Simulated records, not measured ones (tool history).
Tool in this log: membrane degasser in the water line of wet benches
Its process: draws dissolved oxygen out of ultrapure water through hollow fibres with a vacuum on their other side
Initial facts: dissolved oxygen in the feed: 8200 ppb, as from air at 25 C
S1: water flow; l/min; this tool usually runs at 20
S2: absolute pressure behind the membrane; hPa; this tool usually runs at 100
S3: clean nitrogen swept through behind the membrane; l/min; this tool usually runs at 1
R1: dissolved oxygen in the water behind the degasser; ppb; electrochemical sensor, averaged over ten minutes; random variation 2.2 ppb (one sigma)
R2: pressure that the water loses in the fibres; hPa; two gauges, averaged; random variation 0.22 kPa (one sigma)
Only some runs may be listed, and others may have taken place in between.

run 1 hour=0 | S1=20 S2=100 S3=1 | R1=306.6 R2=556.9
run 2 hour=117.8 | S1=20 S2=100 S3=1.6 | R1=205 R2=559.5
run 3 hour=277.5 | S1=20 S2=100 S3=0.54 | R1=503.8 R2=560
run 4 hour=371.9 | S1=20 S2=100 S3=0.54 | R1=509 R2=560.1
run 5 hour=548.7 | S1=20 S2=100 S3=0.54 | R1=508.9 R2=557.6
run 6 hour=691.2 | S1=20 S2=100 S3=0.54 | R1=502.4 R2=559.3
run 7 hour=828.3 | S1=20 S2=100 S3=0.54 | R1=505.7 R2=565.6
run 8 hour=1009.3 | S1=20 S2=100 S3=0.54 | R1=507.4 R2=563.2
run 9 hour=1188.9 | S1=20 S2=100 S3=0.54 | R1=509.7 R2=565.3
run 10 hour=1352.5 | S1=20 S2=224 S3=0.54 | R1=1296.8 R2=561.1
run 11 hour=1458.8 | S1=20 S2=100 S3=1 | R1=313.8 R2=564.5
run 12 hour=1598.5 | S1=20 S2=173 S3=1 | R1=609.1 R2=564.3
run 13 hour=1772.3 | S1=12 S2=100 S3=1 | R1=199.3 R2=340.6
run 14 hour=1857.4 | S1=20 S2=100 S3=0.79 | R1=374.5 R2=569.4
run 15 hour=1937.4 | S1=20 S2=100 S3=0.75 | R1=396.8 R2=569.6
run 16 hour=2031.1 | S1=15 S2=100 S3=1 | R1=243.3 R2=426.7
run 17 hour=2130.8 | S1=15 S2=100 S3=1 | R1=243.9 R2=426.2
run 18 hour=2238.7 | S1=19 S2=71 S3=1 | R1=183.6 R2=539.4
run 19 hour=2418.7 | S1=19 S2=71 S3=1 | R1=183.1 R2=536.5
run 20 hour=2510.3 | S1=29 S2=87 S3=0.95 | R1=378.6 R2=821.6
run 21 hour=2668.6 | S1=31 S2=198 S3=2.34 | R1=517.8 R2=879.4
run 22 hour=2768 | S1=12 S2=125 S3=0.91 | R1=292.9 R2=343.6
-- hour=2831.1 vacuum gauge calibrated
run 23 hour=2935 | S1=20 S2=100 S3=1 | R1=302.3 R2=571.5
run 24 hour=3110.6 | S1=20 S2=76 S3=2.9 | R1=77.5 R2=572.6

Run 25 is up next; what results do you expect?
run 25 hour=3254.8 | S1=18 S2=233 S3=1.94 | R1=? R2=?

Run 25 measured R1 431.1 ppb, R2 516.5 hPa.
Minus the tool's unlogged condition, the same run would have read R1 422.9 ppb, R2 494.1 hPa.

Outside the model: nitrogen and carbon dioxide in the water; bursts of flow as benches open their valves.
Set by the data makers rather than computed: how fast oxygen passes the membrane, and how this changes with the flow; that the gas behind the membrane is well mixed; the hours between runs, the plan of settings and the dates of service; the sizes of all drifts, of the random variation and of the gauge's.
